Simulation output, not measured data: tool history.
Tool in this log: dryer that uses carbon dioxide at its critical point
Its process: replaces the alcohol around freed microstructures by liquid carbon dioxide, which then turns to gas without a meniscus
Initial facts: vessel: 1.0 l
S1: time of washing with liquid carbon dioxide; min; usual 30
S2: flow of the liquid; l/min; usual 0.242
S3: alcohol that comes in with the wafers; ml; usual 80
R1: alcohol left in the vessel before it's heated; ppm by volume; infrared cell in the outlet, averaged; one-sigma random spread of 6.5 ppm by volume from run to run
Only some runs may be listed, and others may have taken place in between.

Run 1, hour 0: usual settings. Result: R1 550 ppm by volume.
Run 2, hour 47.6: usual settings. Result: R1 561 ppm by volume.
Run 3, hour 82.1: usual settings but S2 0.19 l/min. Result: R1 1340 ppm by volume.
Run 4, hour 109: usual settings but S2 0.19 l/min. Result: R1 1349 ppm by volume.
Run 5, hour 164: usual settings but S2 0.19 l/min. Result: R1 1424 ppm by volume.
At hour 186.7: purifier's bed changed.
Run 6, hour 201.8: usual settings but S1 37 min. Result: R1 121 ppm by volume.
Run 7, hour 261.4: usual settings but S1 37 min. Result: R1 123 ppm by volume.
Run 8, hour 309.3: usual settings but S1 37 min. Result: R1 137 ppm by volume.
Run 9, hour 337.1: usual settings but S1 37 min. Result: R1 133 ppm by volume.
At hour 357: inlet filter changed.
Run 10, hour 392: usual settings but S3 37 ml. Result: R1 162 ppm by volume.
Run 11, hour 437.9: usual settings but S3 37 ml. Result: R1 156 ppm by volume.
Run 12, hour 468: usual settings but S3 37 ml. Result: R1 159 ppm by volume.
Run 13, hour 518.8: usual settings but S1 44 min, S3 37 ml. Result: R1 41 ppm by volume.
Run 14, hour 571.5: usual settings but S1 44 min, S3 37 ml. Result: R1 58 ppm by volume.
Run 15, hour 603.2: usual settings. Result: R1 345 ppm by volume.
Run 16, hour 639.9: usual settings but S1 38 min. Result: R1 119 ppm by volume.
Run 17, hour 680.2: usual settings. Result: R1 349 ppm by volume.
Run 18, hour 733.9: usual settings but S1 33 min, S2 0.177 l/min, S3 29 ml. Result: R1 383 ppm by volume.
Run 19, hour 779.9: usual settings but S1 33 min, S2 0.177 l/min, S3 29 ml. Result: R1 397 ppm by volume.
Run 20, hour 824.3: usual settings but S2 0.347 l/min. Result: R1 86 ppm by volume.
Run 21, hour 864.1: usual settings but S1 34 min, S3 57 ml. Result: R1 186 ppm by volume.
Run 22, hour 896: usual settings but S1 34 min, S3 57 ml. Result: R1 178 ppm by volume.
Run 23, hour 954.4: usual settings but S2 0.341 l/min, S3 35 ml. Result: R1 102 ppm by volume.
Run 24, hour 989.1: usual settings but S2 0.341 l/min, S3 35 ml. Result: R1 103 ppm by volume.
Run 25, hour 1047.7: usual settings but S2 0.341 l/min, S3 35 ml. Result: R1 106 ppm by volume.
Run 26, hour 1108.9: usual settings but S1 42 min, S2 0.369 l/min, S3 101 ml. Result: R1 96 ppm by volume.
Run 27, hour 1160.7: usual settings but S1 42 min, S2 0.369 l/min, S3 103 ml. Result: R1 101 ppm by volume.
Run 28, hour 1190.1: usual settings but S1 32 min, S2 0.301 l/min, S3 46 ml. Result: R1 142 ppm by volume.
Run 29, hour 1219: usual settings but S1 32 min, S2 0.301 l/min, S3 46 ml. Result: R1 148 ppm by volume.
Run 30, hour 1266.8: usual settings but S1 32 min, S2 0.301 l/min, S3 46 ml. Result: R1 151 ppm by volume.
Run 31, hour 1319: usual settings but S2 0.407 l/min, S3 38 ml. Result: R1 127 ppm by volume.
Run 32, hour 1346.5: usual settings but S2 0.407 l/min, S3 38 ml. Result: R1 134 ppm by volume.
Run 33, hour 1406.2: usual settings but S1 20 min, S2 0.167 l/min, S3 100 ml. Result: R1 8249 ppm by volume.
Run 34, hour 1452.8: usual settings but S1 29 min, S2 0.314 l/min, S3 75 ml. Result: R1 229 ppm by volume.

Measured minus without-hidden-state, run by run (identical run-to-run variation in each term; gauge scatter may differ):
The hidden state here: flow that reaches the vessel past the clogged filter, %; alcohol in the recycled carbon dioxide, ppm; drift of the gauge itself on alcohol_ppm, %.
run     R1
  1   +275
  2   +285
  3   +439
  4   +450
  5   +484
  6    +42
  7    +51
  8    +57
  9    +61
 10    +24
 11    +30
 12    +35
 13    +36
 14    +41
 15    +63
 16    +54
 17    +76
 18    +83
 19    +92
 20    +71
 21    +86
 22    +91
 23    +83
 24    +88
 25    +92
 26    +94
 27   +101
 28   +111
 29   +115
 30   +121
 31   +116
 32   +124
 33  +1116
 34   +160
